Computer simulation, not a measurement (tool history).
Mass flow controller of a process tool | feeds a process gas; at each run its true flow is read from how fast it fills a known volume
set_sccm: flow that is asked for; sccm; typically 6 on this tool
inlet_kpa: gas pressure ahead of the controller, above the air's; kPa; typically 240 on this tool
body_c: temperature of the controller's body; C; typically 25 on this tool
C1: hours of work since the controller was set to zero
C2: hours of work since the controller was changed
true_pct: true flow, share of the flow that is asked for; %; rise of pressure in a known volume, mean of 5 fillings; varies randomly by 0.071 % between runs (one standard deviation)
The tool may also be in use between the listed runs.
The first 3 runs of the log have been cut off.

Run 4, hour 207.1: usual settings; C1 188; C2 188. Result: true_pct 99.97 %.
Run 5, hour 277.2: usual settings; C1 221; C2 221. Result: true_pct 99.84 %.
Run 6, hour 343.8: usual settings; C1 252; C2 252. Result: true_pct 99.80 %.
Run 7, hour 385.5: usual settings; C1 271; C2 271. Result: true_pct 99.87 %.
Run 8, hour 421.7: usual settings; C1 288; C2 288. Result: true_pct 99.90 %.
Run 9, hour 477.5: usual settings; C1 314; C2 314. Result: true_pct 99.81 %.
Run 10, hour 516.8: usual settings; C1 333; C2 333. Result: true_pct 99.86 %.
Run 11, hour 557.5: usual settings; C1 352; C2 352. Result: true_pct 99.78 %.
Run 12, hour 611.1: usual settings but set_sccm 9 sccm; C1 377; C2 377. Result: true_pct 99.98 %.
Run 13, hour 679.3: usual settings but set_sccm 9 sccm; C1 409; C2 409. Result: true_pct 99.96 %.
Run 14, hour 726.9: usual settings but body_c 33 C; C1 431; C2 431. Result: true_pct 100.62 %.
Run 15, hour 782.4: usual settings but inlet_kpa 188 kPa; C1 457; C2 457. Result: true_pct 99.47 %.
At hour 787.7: controller's zero set anew.
Run 16, hour 846.8: usual settings but inlet_kpa 188 kPa; C1 28; C2 487. Result: true_pct 99.39 %.
Run 17, hour 900.3: usual settings but body_c 24 C; C1 53; C2 512. Result: true_pct 99.76 %.
Run 18, hour 953.2: usual settings but body_c 24 C; C1 77; C2 536. Result: true_pct 99.81 %.
At hour 995.6: controller's zero set anew, once more.
Run 19, hour 995.8: usual settings but body_c 24 C; C1 0; C2 556. Result: true_pct 99.87 %.
Run 20, hour 1052.4: usual settings but body_c 24 C; C1 27; C2 582. Result: true_pct 99.84 %.
Run 21, hour 1096.5: usual settings but body_c 24 C; C1 47; C2 603. Result: true_pct 99.88 %.
Run 22, hour 1158.1: usual settings but body_c 24 C; C1 76; C2 632. Result: true_pct 100.00 %.
Run 23, hour 1232.5: usual settings; C1 111; C2 667. Result: true_pct 100.04 %.
Run 24, hour 1273.0: usual settings but set_sccm 13 sccm; C1 130; C2 685. Result: true_pct 100.36 %.
Run 25, hour 1362.1: usual settings but set_sccm 13 sccm; C1 171; C2 727. Result: true_pct 100.10 %.
Run 26, hour 1409.7: usual settings but set_sccm 10 sccm, body_c 21 C; C1 193; C2 749. Result: true_pct 99.71 %.
Run 27, hour 1484.0: usual settings but inlet_kpa 257 kPa, body_c 40 C; C1 228; C2 784. Result: true_pct 101.71 %.

The next listed run, before its measurement:
Run 28, hour 1550.4: usual settings but inlet_kpa 257 kPa, body_c 40 C; C1 259; C2 815. Result: true_pct ?.

{"run 28": {"true_pct": 101.6}}
If the tool had no hidden condition, the same run with the same run-to-run variation would have returned true_pct 101.61 %.
